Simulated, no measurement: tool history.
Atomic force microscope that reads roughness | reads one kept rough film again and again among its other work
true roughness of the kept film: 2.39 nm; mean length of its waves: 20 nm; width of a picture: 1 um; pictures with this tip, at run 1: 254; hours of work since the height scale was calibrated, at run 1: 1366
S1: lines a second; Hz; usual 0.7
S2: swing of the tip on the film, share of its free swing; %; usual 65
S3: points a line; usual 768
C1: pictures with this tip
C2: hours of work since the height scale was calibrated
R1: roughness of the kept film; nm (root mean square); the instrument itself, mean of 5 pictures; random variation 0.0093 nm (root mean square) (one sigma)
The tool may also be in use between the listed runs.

run	hour	S1	S2	S3	C1	C2	R1
1	0	0.7	65	768	254	1366	1.896
2	52.6	1.046	65	768	316	1401	1.856
# hour 125.1: new tip fitted
3	133.3	1.046	65	768	9	1455	2.04
4	208	3.838	65	768	98	1505	1.886
5	258.9	3.838	65	768	158	1539	1.846
# hour 267: height scale calibrated on a step standard
6	331.8	0.7	65	768	243	43	1.919
7	401.7	0.7	65	768	326	90	1.866
8	457.1	0.7	65	768	392	127	1.83
# hour 463.2: new tip fitted
9	534.4	0.7	65	768	85	178	1.991
# hour 609.9: height scale calibrated on a step standard, once more
10	609.9	1.309	65	563	173	0	1.922
11	683.9	0.712	65	720	261	49	1.892
12	735.3	0.7	77	648	322	84	1.845
# hour 800.5: new tip fitted
13	818	0.925	77	540	21	139	2.02
14	888.8	2.603	64	272	105	186	1.883
15	963.8	2.215	64	272	194	236	1.841
16	1017.5	0.751	68	768	258	272	1.908
17	1065.1	2.71	57	384	314	304	1.82

How the hidden state differs across the entries between the runs, from the last listed run before each to the first after it:
Between runs 2 and 3: new tip fitted (hour 125.1)
  radius of the tip, nm: 10.6 -> 5.3; height scale over the true one, %: -0.67 -> -0.7
  measured less the result without the state, R1: -0.235 -> -0.027 nm (root mean square)
Between runs 5 and 6: height scale calibrated on a step standard (hour 267)
  radius of the tip, nm: 7.5 -> 8.9; height scale over the true one, %: -0.74 -> -0.94
  measured less the result without the state, R1: -0.113 -> -0.177 nm (root mean square)
Between runs 8 and 9: new tip fitted (hour 463.2)
  radius of the tip, nm: 11.3 -> 6.7; height scale over the true one, %: -0.99 -> -1.01
  measured less the result without the state, R1: -0.264 -> -0.093 nm (root mean square)
Between runs 9 and 10: height scale calibrated on a step standard, once more (hour 609.9)
  radius of the tip, nm: 6.7 -> 8.2; height scale over the true one, %: -1.01 -> -0.11
  measured less the result without the state, R1: -0.093 -> -0.132 nm (root mean square)
Between runs 12 and 13: new tip fitted (hour 800.5)
  radius of the tip, nm: 10.6 -> 5.6; height scale over the true one, %: -0.15 -> -0.18
  measured less the result without the state, R1: -0.218 -> -0.03 nm (root mean square)
